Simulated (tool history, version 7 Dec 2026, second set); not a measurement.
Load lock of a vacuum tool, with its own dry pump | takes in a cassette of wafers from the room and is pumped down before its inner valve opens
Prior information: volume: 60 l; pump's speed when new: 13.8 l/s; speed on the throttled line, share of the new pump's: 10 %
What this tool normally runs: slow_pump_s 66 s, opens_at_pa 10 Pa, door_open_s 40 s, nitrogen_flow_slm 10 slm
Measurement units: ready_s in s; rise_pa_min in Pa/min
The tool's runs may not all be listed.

run      day  slow_pump_s  opens_at_pa  door_open_s  nitrogen_flow_slm  incoming humidity of the room's air, %  ready_s  rise_pa_min
  1    0.000           66           10           40                 10                                    42.4    100.9        0.102
  2    6.162           66           10           40                 10                                    45.3    101.5        0.111
  3   10.833           66           10           40                 10                                    44.5    102.2        0.110
  4   15.404           66           10           40                 10                                    42.6    101.5        0.120
  5   21.617           67           10           40                 10                                    42.9    102.4        0.118
  6   24.892           67           10           40                 10                                    42.8    102.8        0.126
  7   28.346           66           10           40                 10                                    42.8    100.2        0.131
  8   31.879           66           10           86                 10                                    44.2    101.1        0.144
  9   38.658           66           10           40                 10                                    43.7    101.8        0.132
 10   45.188           66           10           78                 10                                    45.4    101.7        0.150
 11   48.288           66           10           78                 10                                    44.2    101.8        0.150
 12   51.625           66            8           40                 10                                    45.3    103.2        0.142
 13   57.438           66            8           40                 10                                    42.3    103.7        0.149
 14   62.375           66            7           40                 10                                    43.7    103.3        0.153
 15   69.533           66           10           40                 10                                    44.2    102.8        0.160
 16   74.517           66           10           40                 10                                    45.4    101.6        0.166
 17   81.338           66           10           40                 10                                    48.4    101.8        0.167
 18   85.783           66           10           40                 10                                    45.9    101.6        0.170
 19   93.204           66           10           40                 10                                    44.8    102.9        0.181
 20   99.196           66           10           40                 10                                    45.8    103.0        0.188
 21  102.308           66           10           40                 10                                    46.2    103.5        0.189
 22  108.050           66           10           40                 10                                    44.0    101.9        0.197
 23  111.596           66           13           26                 10                                    42.4    100.2        0.192
 24  116.917           45           10          227                 10                                    46.4     83.9        0.262
 25  121.367           71           18          120                  7                                    44.3    104.9        0.246
 26  125.800           71           18          120                  7                                    46.2    105.4        0.248
 27  130.004           37           18           58                 12                                    47.0     74.1        0.219
 28  136.383           37           15          101                 43                                    45.1     73.4        0.220
 29  140.254           37           15          101                 43                                    41.7     75.2        0.220
 30  144.112           44           10          160                  6                                    46.3     82.9        0.287
 31  147.871           44           10          160                  6                                    43.0     83.3        0.289
 32  150.925           66           10           64                  6                                    45.2    102.8        0.254
 33  154.783           66           10           64                  6                                    43.9    103.2        0.253
 34  161.633           53           10           40                 17                                    42.7     92.2        0.233
 35  164.754           53           19          117                 17                                    44.3     87.6        0.267
 36  168.592           66           10           93                 10                                    44.7    102.4        0.276
 37  174.362           43           16           54                 24                                    42.7     80.3        0.257

What if the next run were any one of these 3? Each begins from the tool's condition after run 37:
  A  179.592           54           10           66                 10                                    47.1        ?            ?
  B  179.592           43           10           42                  4                                    47.8        ?            ?
  C  179.592          105           16           69                 24                                    43.8        ?            ?

run  ready_s  rise_pa_min
  A     93.0        0.275
  B     81.9        0.277
  C    135.2        0.268
Stripped of hidden state, with their random variation kept, the same runs would have yielded:
run  ready_s  rise_pa_min
  A     89.6        0.035
  B     78.5        0.034
  C    132.5        0.027

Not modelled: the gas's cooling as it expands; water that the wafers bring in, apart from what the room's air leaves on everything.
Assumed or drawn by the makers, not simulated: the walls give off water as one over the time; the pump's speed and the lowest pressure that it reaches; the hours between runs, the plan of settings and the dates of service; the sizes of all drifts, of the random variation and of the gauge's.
